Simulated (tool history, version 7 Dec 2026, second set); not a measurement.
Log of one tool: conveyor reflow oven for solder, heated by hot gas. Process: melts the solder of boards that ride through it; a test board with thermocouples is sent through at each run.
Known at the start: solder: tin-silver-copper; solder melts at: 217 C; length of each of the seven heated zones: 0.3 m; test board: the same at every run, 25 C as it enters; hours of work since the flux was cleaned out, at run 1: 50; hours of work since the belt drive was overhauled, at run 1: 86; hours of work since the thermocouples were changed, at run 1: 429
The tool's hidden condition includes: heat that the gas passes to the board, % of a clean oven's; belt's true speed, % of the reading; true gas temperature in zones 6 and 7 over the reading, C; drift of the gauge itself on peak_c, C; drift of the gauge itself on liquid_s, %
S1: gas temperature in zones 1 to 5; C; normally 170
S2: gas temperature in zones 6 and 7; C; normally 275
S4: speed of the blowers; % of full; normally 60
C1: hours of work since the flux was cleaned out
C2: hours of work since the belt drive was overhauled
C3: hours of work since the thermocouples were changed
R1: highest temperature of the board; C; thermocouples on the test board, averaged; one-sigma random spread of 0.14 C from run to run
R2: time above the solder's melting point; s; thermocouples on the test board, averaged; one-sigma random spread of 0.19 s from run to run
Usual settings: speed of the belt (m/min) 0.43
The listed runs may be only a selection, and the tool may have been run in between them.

Run 1, hour 0.0: usual settings; C1 50; C2 86; C3 429. Result: R1 261.8 C, R2 68.7 s.
Run 2, hour 10.2: usual settings; C1 55; C2 90; C3 434. Result: R1 261.7 C, R2 68.8 s.
Run 3, hour 21.2: usual settings; C1 60; C2 95; C3 439. Result: R1 262.0 C, R2 68.6 s.
Run 4, hour 30.7: usual settings; C1 64; C2 100; C3 443. Result: R1 261.7 C, R2 68.5 s.
Run 5, hour 36.1: usual settings; C1 67; C2 102; C3 445. Result: R1 262.0 C, R2 68.5 s.
Run 6, hour 40.7: usual settings; C1 69; C2 104; C3 447. Result: R1 261.8 C, R2 68.6 s.
Run 7, hour 48.9: usual settings but S2 285 C; C1 72; C2 108; C3 451. Result: R1 271.5 C, R2 73.6 s.
Run 8, hour 53.8: usual settings but S2 285 C; C1 75; C2 110; C3 453. Result: R1 271.0 C, R2 73.5 s.
At hour 59.7: flux residue cleaned out of gas plates and filters.
Run 9, hour 67.5: usual settings but S2 285 C; C1 4; C2 114; C3 457. Result: R1 271.0 C, R2 73.6 s.

Forecast run 10:
Run 10, hour 78.8: usual settings but S2 285 C; C1 9; C2 119; C3 462. Result: R1 ?, R2 ?.

Run 10 measured R1 271.1 C, R2 73.8 s.
Take away the tool's hidden state, keep the run-to-run variation as it was, and the same run would have given R1 270.4 C, R2 73.3 s.
